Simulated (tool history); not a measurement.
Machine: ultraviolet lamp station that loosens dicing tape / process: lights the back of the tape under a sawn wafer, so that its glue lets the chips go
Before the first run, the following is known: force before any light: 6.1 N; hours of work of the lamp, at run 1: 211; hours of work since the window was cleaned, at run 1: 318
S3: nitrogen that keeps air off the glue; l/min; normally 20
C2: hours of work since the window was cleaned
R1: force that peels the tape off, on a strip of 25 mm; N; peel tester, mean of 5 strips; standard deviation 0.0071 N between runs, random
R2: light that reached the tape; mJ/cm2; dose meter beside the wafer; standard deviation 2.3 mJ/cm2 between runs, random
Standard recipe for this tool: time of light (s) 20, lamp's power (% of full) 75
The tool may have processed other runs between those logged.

Run 1, hour 0: usual settings; hours of work of the lamp 211; C2 318. Result: R1 0.348 N, R2 225 mJ/cm2.
Run 2, hour 10.7: usual settings; hours of work of the lamp 215; C2 322. Result: R1 0.341 N, R2 221 mJ/cm2.
Run 3, hour 25: usual settings; hours of work of the lamp 221; C2 328. Result: R1 0.334 N, R2 220 mJ/cm2.
Run 4, hour 32: usual settings; hours of work of the lamp 224; C2 331. Result: R1 0.329 N, R2 220 mJ/cm2.
Run 5, hour 49.1: usual settings but time of light (s) 11; hours of work of the lamp 232; C2 339. Result: R1 1.158 N, R2 118 mJ/cm2.
Run 6, hour 57.6: usual settings but time of light (s) 39; hours of work of the lamp 235; C2 342. Result: R1 0.074 N, R2 426 mJ/cm2.
Run 7, hour 64.9: usual settings but time of light (s) 39; hours of work of the lamp 238; C2 345. Result: R1 0.064 N, R2 426 mJ/cm2.
Run 8, hour 80: usual settings but S3 33 l/min; hours of work of the lamp 245; C2 352. Result: R1 0.243 N, R2 217 mJ/cm2.
Run 9, hour 87.8: usual settings but S3 33 l/min; hours of work of the lamp 248; C2 355. Result: R1 0.245 N, R2 217 mJ/cm2.
Run 10, hour 95.9: usual settings but S3 33 l/min; hours of work of the lamp 251; C2 358. Result: R1 0.254 N, R2 220 mJ/cm2.
Run 11, hour 105.4: usual settings but S3 33 l/min; hours of work of the lamp 255; C2 362. Result: R1 0.254 N, R2 219 mJ/cm2.
Run 12, hour 121.8: usual settings but S3 33 l/min; hours of work of the lamp 262; C2 369. Result: R1 0.253 N, R2 220 mJ/cm2.
Run 13, hour 133.3: usual settings but S3 33 l/min; hours of work of the lamp 267; C2 374. Result: R1 0.248 N, R2 216 mJ/cm2.
Run 14, hour 147.5: usual settings but S3 33 l/min; hours of work of the lamp 273; C2 380. Result: R1 0.249 N, R2 214 mJ/cm2.
Run 15, hour 155.4: usual settings; hours of work of the lamp 277; C2 384. Result: R1 0.363 N, R2 215 mJ/cm2.
Run 16, hour 168.2: usual settings; hours of work of the lamp 282; C2 389. Result: R1 0.362 N, R2 221 mJ/cm2.
Run 17, hour 176.9: usual settings but lamp's power (% of full) 85; hours of work of the lamp 286; C2 393. Result: R1 0.264 N, R2 244 mJ/cm2.
Run 18, hour 186.1: usual settings but time of light (s) 19; hours of work of the lamp 290; C2 397. Result: R1 0.425 N, R2 202 mJ/cm2.
Run 19, hour 195.5: usual settings but time of light (s) 19; hours of work of the lamp 294; C2 401. Result: R1 0.427 N, R2 201 mJ/cm2.
Run 20, hour 211.8: usual settings but time of light (s) 18, lamp's power (% of full) 64, S3 11 l/min; hours of work of the lamp 300; C2 407. Result: R1 1.014 N, R2 163 mJ/cm2.
Run 21, hour 228: usual settings but time of light (s) 16, lamp's power (% of full) 62, S3 17 l/min; hours of work of the lamp 307; C2 414. Result: R1 1.013 N, R2 146 mJ/cm2.
Run 22, hour 242.6: usual settings but time of light (s) 12, S3 10 l/min; hours of work of the lamp 314; C2 421. Result: R1 1.517 N, R2 127 mJ/cm2.
Run 23, hour 253.5: usual settings but lamp's power (% of full) 71, S3 8 l/min; hours of work of the lamp 318; C2 425. Result: R1 0.914 N, R2 195 mJ/cm2.
Run 24, hour 265.7: usual settings but lamp's power (% of full) 88, S3 38 l/min; hours of work of the lamp 323; C2 430. Result: R1 0.15 N, R2 248 mJ/cm2.
Run 25, hour 282.5: usual settings but lamp's power (% of full) 88, S3 38 l/min; hours of work of the lamp 330; C2 437. Result: R1 0.157 N, R2 246 mJ/cm2.
Run 26, hour 295.4: usual settings but lamp's power (% of full) 88, S3 38 l/min; hours of work of the lamp 336; C2 443. Result: R1 0.153 N, R2 242 mJ/cm2.
Run 27, hour 303.2: usual settings but lamp's power (% of full) 88, S3 38 l/min; hours of work of the lamp 339; C2 446. Result: R1 0.155 N, R2 246 mJ/cm2.
Run 28, hour 317.1: usual settings but time of light (s) 33, lamp's power (% of full) 92, S3 6 l/min; hours of work of the lamp 345; C2 452. Result: R1 0.192 N, R2 423 mJ/cm2.
Run 29, hour 334: usual settings but time of light (s) 33, lamp's power (% of full) 92, S3 6 l/min; hours of work of the lamp 352; C2 459. Result: R1 0.186 N, R2 423 mJ/cm2.
Run 30, hour 350.5: usual settings but time of light (s) 13, lamp's power (% of full) 88, S3 25 l/min; hours of work of the lamp 359; C2 466. Result: R1 0.644 N, R2 160 mJ/cm2.
Run 31, hour 364.9: usual settings but time of light (s) 24; hours of work of the lamp 365; C2 472. Result: R1 0.249 N, R2 246 mJ/cm2.
Run 32, hour 378.6: usual settings but time of light (s) 28, S3 16 l/min; hours of work of the lamp 371; C2 478. Result: R1 0.19 N, R2 289 mJ/cm2.
Run 33, hour 392.1: usual settings but time of light (s) 13, lamp's power (% of full) 66, S3 10 l/min; hours of work of the lamp 377; C2 484. Result: R1 1.67 N, R2 119 mJ/cm2.
Run 34, hour 403.6: usual settings but time of light (s) 17, lamp's power (% of full) 63, S3 10 l/min; hours of work of the lamp 382; C2 489. Result: R1 1.246 N, R2 147 mJ/cm2.
Run 35, hour 412.3: usual settings but time of light (s) 17, lamp's power (% of full) 82, S3 36 l/min; hours of work of the lamp 385; C2 492. Result: R1 0.323 N, R2 193 mJ/cm2.
Run 36, hour 424: usual settings but time of light (s) 38, lamp's power (% of full) 73, S3 27 l/min; hours of work of the lamp 390; C2 497. Result: R1 0.074 N, R2 378 mJ/cm2.
Run 37, hour 435.6: usual settings but time of light (s) 10, lamp's power (% of full) 90; hours of work of the lamp 395; C2 502. Result: R1 1.184 N, R2 124 mJ/cm2.
Run 38, hour 451.8: usual settings but time of light (s) 10, lamp's power (% of full) 90; hours of work of the lamp 402; C2 509. Result: R1 1.173 N, R2 123 mJ/cm2.

Subtracting, for every run, the result it would have given without the tool's unlogged condition from the measured result gives the following. The same run-to-run variation enters both numbers; the gauge's scatter may not:
What the log doesn't record here: lamp's light, % of a new lamp's; light that the window lets through, % of a clean one's; drift of the gauge itself on peel_n, %; drift of the gauge itself on dose_mj_cm2, %.
run      R1   R2
  1  +0.088  -26
  2  +0.088  -26
  3  +0.088  -27
  4  +0.088  -27
  5  +0.211  -15
  6  +0.009  -55
  7  +0.009  -55
  8  +0.069  -29
  9   +0.07  -30
 10  +0.072  -29
 11  +0.074  -30
 12  +0.074  -30
 13  +0.075  -31
 14  +0.075  -31
 15  +0.112  -32
 16  +0.111  -32
 17  +0.086  -36
 18  +0.128  -32
 19   +0.13  -31
 20  +0.245  -26
 21  +0.248  -23
 22  +0.298  -21
 23  +0.244  -34
 24   +0.05  -43
 25  +0.052  -43
 26  +0.051  -44
 27  +0.054  -44
 28  +0.066  -77
 29  +0.066  -78
 30   +0.21  -30
 31   +0.09  -47
 32  +0.075  -56
 33  +0.361  -23
 34  +0.324  -29
 35  +0.124  -38
 36  +0.013  -77
 37  +0.334  -25
 38  +0.333  -25
